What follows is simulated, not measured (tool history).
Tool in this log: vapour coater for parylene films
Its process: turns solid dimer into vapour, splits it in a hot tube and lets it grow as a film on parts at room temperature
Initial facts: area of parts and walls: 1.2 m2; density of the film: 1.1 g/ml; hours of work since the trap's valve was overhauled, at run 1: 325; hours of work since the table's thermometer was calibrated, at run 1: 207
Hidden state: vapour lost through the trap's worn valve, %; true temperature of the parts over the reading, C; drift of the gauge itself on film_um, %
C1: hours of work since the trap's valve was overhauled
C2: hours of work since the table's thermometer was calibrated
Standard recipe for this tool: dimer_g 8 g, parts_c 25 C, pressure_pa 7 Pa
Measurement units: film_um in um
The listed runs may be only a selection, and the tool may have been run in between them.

{"run": 1, "hour": 0.0, "dimer_g": 8, "parts_c": 25, "pressure_pa": 7, "C1": 325, "C2": 207, "film_um": 4.07}
{"run": 2, "hour": 15.2, "dimer_g": 8, "parts_c": 25, "pressure_pa": 7, "C1": 332, "C2": 214, "film_um": 4.11}
{"run": 3, "hour": 28.2, "dimer_g": 8, "parts_c": 25, "pressure_pa": 5.7, "C1": 338, "C2": 220, "film_um": 4.17}
{"run": 4, "hour": 36.2, "dimer_g": 8, "parts_c": 25, "pressure_pa": 5.7, "C1": 342, "C2": 224, "film_um": 4.15}
{"run": 5, "hour": 51.9, "dimer_g": 8, "parts_c": 25, "pressure_pa": 5.7, "C1": 349, "C2": 231, "film_um": 4.14}
{"run": 6, "hour": 63.0, "dimer_g": 8, "parts_c": 25, "pressure_pa": 8.78, "C1": 354, "C2": 236, "film_um": 4.04}
{"run": 7, "hour": 77.8, "dimer_g": 11, "parts_c": 25, "pressure_pa": 5.11, "C1": 361, "C2": 243, "film_um": 5.78}
{"run": 8, "hour": 93.6, "dimer_g": 6, "parts_c": 20, "pressure_pa": 5.37, "C1": 368, "C2": 250, "film_um": 3.54}
{"run": 9, "hour": 108.9, "dimer_g": 11, "parts_c": 20, "pressure_pa": 5.37, "C1": 375, "C2": 258, "film_um": 6.54}
{"run": 10, "hour": 124.9, "dimer_g": 11, "parts_c": 20, "pressure_pa": 5.37, "C1": 383, "C2": 265, "film_um": 6.52}
{"run": 11, "hour": 136.3, "dimer_g": 3, "parts_c": 33, "pressure_pa": 3.02, "C1": 388, "C2": 270, "film_um": 1.33}

Below, each run's measurement less what the same run would have read without the hidden state. Both values contain the same run-to-run variation, but the gauge's scatter may not be the same in both:
run=1 film_um=-0.01
run=2 film_um=-0.01
run=3 film_um=-0.02
run=4 film_um=-0.02
run=5 film_um=-0.02
run=6 film_um=-0.01
run=7 film_um=-0.02
run=8 film_um=-0.01
run=9 film_um=-0.03
run=10 film_um=-0.02
run=11 film_um=-0.01
